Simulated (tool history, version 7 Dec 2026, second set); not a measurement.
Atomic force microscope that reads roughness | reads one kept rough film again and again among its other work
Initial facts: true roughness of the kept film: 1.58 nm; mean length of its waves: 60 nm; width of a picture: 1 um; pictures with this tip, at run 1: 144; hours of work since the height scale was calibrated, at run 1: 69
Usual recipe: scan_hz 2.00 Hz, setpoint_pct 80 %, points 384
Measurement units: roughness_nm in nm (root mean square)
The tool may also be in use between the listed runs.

run,hour,scan_hz,setpoint_pct,points,pictures with this tip,hours of work since the height scale was calibrated,roughness_nm
1,0.0,2.00,80,384,144,69,1.413
2,8.5,2.00,80,384,149,73,1.414
3,16.5,2.00,80,384,155,76,1.429
4,22.3,2.00,80,384,159,79,1.413
5,32.4,2.00,80,695,166,83,1.425
6,39.8,2.00,80,324,171,87,1.409
7,46.4,3.54,80,324,176,89,1.347
8,52.0,1.29,80,384,179,92,1.455
9,62.8,1.29,80,384,187,97,1.453
10,75.6,1.29,89,384,196,102,1.420
11,84.2,1.29,89,384,202,106,1.425
12,97.1,1.29,89,384,211,112,1.400
13,107.1,1.29,89,384,217,116,1.428
14,119.6,0.69,89,384,226,122,1.458
15,128.6,0.69,89,384,232,126,1.462
16,135.2,0.69,76,484,237,129,1.483
17,147.0,1.34,80,288,245,134,1.433
18,159.5,1.07,67,288,254,139,1.473
19,171.3,2.46,80,384,262,145,1.380
20,182.7,0.53,56,384,270,150,1.500
21,192.8,0.53,56,384,277,154,1.490
22,200.2,1.72,80,384,282,157,1.408
23,208.6,1.72,83,380,287,161,1.404
24,215.0,2.62,83,380,292,164,1.349
25,222.1,2.62,83,380,297,167,1.336

4 options for the next run, each taken on its own from the tool as it stands now. Forecast them:
A,227.8,1.08,86,380,301,170,?
B,227.8,1.10,76,516,301,170,?
C,227.8,2.62,74,380,301,170,?
D,227.8,2.00,72,384,301,170,?

run,roughness_nm
A,1.418
B,1.453
C,1.399
D,1.430
With no hidden state in the tool, these same runs would have given:
run,roughness_nm
A,1.468
B,1.504
C,1.449
D,1.482

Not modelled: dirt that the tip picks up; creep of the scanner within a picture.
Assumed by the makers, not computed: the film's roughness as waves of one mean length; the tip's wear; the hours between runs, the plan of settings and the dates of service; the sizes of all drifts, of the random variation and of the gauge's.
